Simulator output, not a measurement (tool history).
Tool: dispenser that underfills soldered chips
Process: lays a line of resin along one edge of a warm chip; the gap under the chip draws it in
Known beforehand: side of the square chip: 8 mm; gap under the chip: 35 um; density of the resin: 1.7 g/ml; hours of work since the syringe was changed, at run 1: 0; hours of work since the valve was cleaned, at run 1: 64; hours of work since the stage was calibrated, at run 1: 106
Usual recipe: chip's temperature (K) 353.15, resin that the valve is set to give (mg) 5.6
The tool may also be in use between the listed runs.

run	hour	chip's temperature (K)	resin that the valve is set to give (mg)	hours of work since the syringe was changed	hours of work since the valve was cleaned	hours of work since the stage was calibrated	time until the resin shows at the far edge (s)	resin that the valve gave (mg)
1	0	353.15	5.6	0	64	106	113.4	5.34
2	7.2	353.15	5.6	4	68	110	137	5.25
3	11.9	353.15	5.33	7	71	113	156.2	4.95
# hour 13.8: new syringe of resin
4	16.5	353.15	5.33	2	74	116	120.7	4.94
5	20.3	353.15	5.6	4	76	118	129.6	5.2
6	26.4	353.15	5.6	8	80	122	154.1	5.25
# hour 27.7: new syringe of resin
7	31.7	353.15	5.6	2	83	125	125	5.24
8	36.6	353.15	5.6	5	86	128	142.6	5.22
# hour 41.2: new syringe of resin
9	42.4	353.15	5.6	1	89	131	114.9	5.13
# hour 47.5: dispensing valve cleaned and set on the balance
10	51	353.15	6.82	5	2	136	133.3	6.83
# hour 55.9: new syringe of resin
11	56.2	353.15	6.82	0	5	139	108.3	6.82
12	59.9	353.15	5.6	2	7	141	124.1	5.53
13	67	353.15	5.6	7	12	145	147.9	5.53
# hour 69.9: new syringe of resin
14	71.5	353.15	5.03	1	14	148	118.7	4.95
15	76.9	353.15	5.03	4	17	151	137.5	4.89
# hour 83.6: new syringe of resin
16	83.6	353.15	5.03	0	21	155	112.1	4.88
17	87.4	365.15	5.03	2	24	157	89.4	4.93
18	91.4	365.15	5.03	5	26	160	98.8	4.89
# hour 97.2: new syringe of resin
19	99.2	365.15	5.03	1	31	164	83.2	4.89
20	105.2	365.15	5.03	5	34	168	98.3	4.84
21	110.1	356.15	7.17	8	37	171	137.3	6.93
# hour 110.8: new syringe of resin
22	115.7	348.15	7.17	3	40	174	147.5	6.95
23	120.9	348.15	7.17	6	44	177	168.5	6.82
# hour 124.5: new syringe of resin
24	126.9	353.15	7.1	1	47	181	113.9	6.83
25	130.3	353.15	6.68	4	49	183	128.7	6.43
26	136.6	358.15	7.01	7	53	186	130.5	6.66
# hour 138.4: new syringe of resin
27	141.2	350.15	5.85	2	55	189	130.9	5.48
28	145.3	360.15	6.07	4	58	192	107.3	5.74
29	150.9	341.15	5.41	8	61	195	232.4	5.01
# hour 151.9: new syringe of resin
30	155.2	353.15	5	2	64	197	127.4	4.66
31	162.9	353.15	5.41	7	68	202	152.6	5.2
# hour 165.5: new syringe of resin
32	167.2	353.15	5.41	1	71	204	118.4	5.04
33	172.9	342.15	5.01	4	74	208	200.6	4.75
# hour 179.1: new syringe of resin
34	179.1	342.15	5.01	0	78	211	161.5	4.59
35	186.4	348.15	5.48	4	82	216	163	5.07

Branching from run 35: 5 alternative next runs. What would each branch give?
A	191.4	353.15	5.6	8	85	219	?	?
B	191.4	340.15	5.05	8	85	219	?	?
C	191.4	339.15	6.26	8	85	219	?	?
D	191.4	351.15	6.45	8	85	219	?	?
E	191.4	360.15	5.55	8	85	219	?	?

run	time until the resin shows at the far edge (s)	resin that the valve gave (mg)
A	156.5	5.16
B	234	4.67
C	236.6	5.65
D	160.4	5.98
E	128	5.06
Without the tool's hidden state the same runs would have given:
run	time until the resin shows at the far edge (s)	resin that the valve gave (mg)
A	107.8	5.6
B	159	5.07
C	163.6	6.15
D	111.2	6.5
E	88.1	5.49
